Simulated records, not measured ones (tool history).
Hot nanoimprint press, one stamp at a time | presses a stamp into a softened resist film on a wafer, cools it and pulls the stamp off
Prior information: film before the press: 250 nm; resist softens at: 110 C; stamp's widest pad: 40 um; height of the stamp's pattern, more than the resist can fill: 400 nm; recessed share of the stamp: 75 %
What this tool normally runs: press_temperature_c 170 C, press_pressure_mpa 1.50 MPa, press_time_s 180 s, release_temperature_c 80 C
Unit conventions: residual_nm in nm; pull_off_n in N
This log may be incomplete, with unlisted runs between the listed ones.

| run | hour | press_temperature_c | press_pressure_mpa | press_time_s | release_temperature_c | residual_nm | pull_off_n |
|---|---|---|---|---|---|---|---|
| 1 | 0.0 | 170 | 1.50 | 180 | 80 | 113.7 | 245 |
| 2 | 43.7 | 170 | 1.50 | 180 | 80 | 115.1 | 263 |
|  | 52.1 | plate thermocouple calibrated |
| 3 | 70.7 | 170 | 1.50 | 180 | 80 | 99.4 | 253 |
| 4 | 109.7 | 170 | 1.50 | 180 | 80 | 102.0 | 259 |
| 5 | 135.0 | 170 | 1.50 | 180 | 80 | 101.0 | 247 |
| 6 | 182.1 | 170 | 1.50 | 180 | 80 | 102.4 | 267 |
| 7 | 215.6 | 170 | 1.50 | 180 | 80 | 103.4 | 264 |
| 8 | 255.6 | 170 | 1.50 | 180 | 84 | 104.1 | 240 |
| 9 | 294.9 | 168 | 1.13 | 230 | 77 | 120.2 | 289 |
| 10 | 338.2 | 168 | 1.13 | 230 | 77 | 118.9 | 304 |
| 11 | 377.5 | 168 | 1.13 | 230 | 77 | 120.4 | 313 |
|  | 408.9 | stamp cleaned and given a new release coat |
| 12 | 439.3 | 175 | 1.50 | 180 | 86 | 81.1 | 210 |
| 13 | 478.4 | 170 | 1.50 | 131 | 80 | 121.3 | 246 |

A few steps of residual_nm between consecutive runs. Split each: what settings, incoming material and random variation would produce without the hidden state, and what is left over for the hidden state, along with gauge scatter present in only one of the two compared results (measured, and without hidden state):
The hidden state here: true temperature over the reading, C; pressure that arrives at the usual setting, %; grip of the stamp's worn release coat, % over a new coat's; drift of the gauge itself on residual_nm, %; drift of the gauge itself on pull_off_n, %.
Run 2 -> 3: plate thermocouple calibrated. residual_nm -15.7 nm: hidden state -14.8, all else -0.9.
Run 12 -> 13: press_temperature_c 175 -> 170, press_time_s 180 -> 131, release_temperature_c 86 -> 80. residual_nm +40.2 nm: hidden state +2.6, all else +37.6.

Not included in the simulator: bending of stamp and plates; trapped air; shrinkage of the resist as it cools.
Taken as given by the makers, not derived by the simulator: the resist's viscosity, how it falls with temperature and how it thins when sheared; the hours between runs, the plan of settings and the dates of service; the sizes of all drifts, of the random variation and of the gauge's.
